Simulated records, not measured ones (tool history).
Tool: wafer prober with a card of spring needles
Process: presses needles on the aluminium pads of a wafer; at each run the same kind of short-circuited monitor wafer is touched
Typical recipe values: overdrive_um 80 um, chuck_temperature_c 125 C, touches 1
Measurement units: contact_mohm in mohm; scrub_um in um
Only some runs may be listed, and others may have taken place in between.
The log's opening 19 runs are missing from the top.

run   hour  overdrive_um  chuck_temperature_c  touches  touches since the tips were cleaned  cleanings since the card got new needles  touches since the first contact's height was set  contact_mohm  scrub_um
     162.4  -- tips cleaned on abrasive film
 20  166.3            86                   28        2                                  897                                         9                                             47162           122     14.94
 21  177.8            67                   28        3                                 3570                                         9                                             49835           127     11.61
     185.1  -- tips cleaned on abrasive film
 22  186.8            83                   43        1                                  403                                        10                                             51914           126     14.35
 23  197.6            63                  125        2                                 2905                                        10                                             54416           142     10.91
     207.1  -- tips cleaned on abrasive film
 24  210.1            63                  125        2                                  703                                        11                                             57285           144     10.93
 25    221            63                  125        2                                 3228                                        11                                             59810           141     10.93
     229.3  -- tips cleaned on abrasive film
 26  229.9            80                   75        1                                  132                                        12                                             61845           130     13.84
 27  236.6            80                   82        1                                 1702                                        12                                             63415           132     13.81
 28  246.6            85                  123        1                                 4012                                        12                                             65725           136     14.71
       251  -- tips cleaned on abrasive film
 29  258.3            85                  123        1                                 1702                                        13                                             68430           137     14.74
 30  266.3            64                   71        2                                 3536                                        13                                             70264           133     11.08
     272.9  -- tips cleaned on abrasive film
 31  276.9            64                   71        2                                  946                                        14                                             72721           130     11.07
 32  289.1            64                   71        2                                 3773                                        14                                             75548           134     11.01
     294.8  -- tips cleaned on abrasive film
 33  301.6            78                   71        2                                 1594                                        15                                             78424           132     13.57

Here are 4 independent what-if runs from the current tool condition. What would each one return?
  A  313.2            71                   71        2                                 4268                                        15                                             81098             ?         ?
  B  313.2            60                  100        2                                 4268                                        15                                             81098             ?         ?
  C  313.2            78                  124        3                                 4268                                        15                                             81098             ?         ?
  D  313.2            78                   93        1                                 4268                                        15                                             81098             ?         ?

run  contact_mohm  scrub_um
  A           133     12.25
  B           138     10.43
  C           137     13.46
  D           136     13.51
Take away the tool's hidden state, keep each run's random variation, and the runs would have read:
run  contact_mohm  scrub_um
  A           133     12.26
  B           137     10.43
  C           137     13.46
  D           135     13.52

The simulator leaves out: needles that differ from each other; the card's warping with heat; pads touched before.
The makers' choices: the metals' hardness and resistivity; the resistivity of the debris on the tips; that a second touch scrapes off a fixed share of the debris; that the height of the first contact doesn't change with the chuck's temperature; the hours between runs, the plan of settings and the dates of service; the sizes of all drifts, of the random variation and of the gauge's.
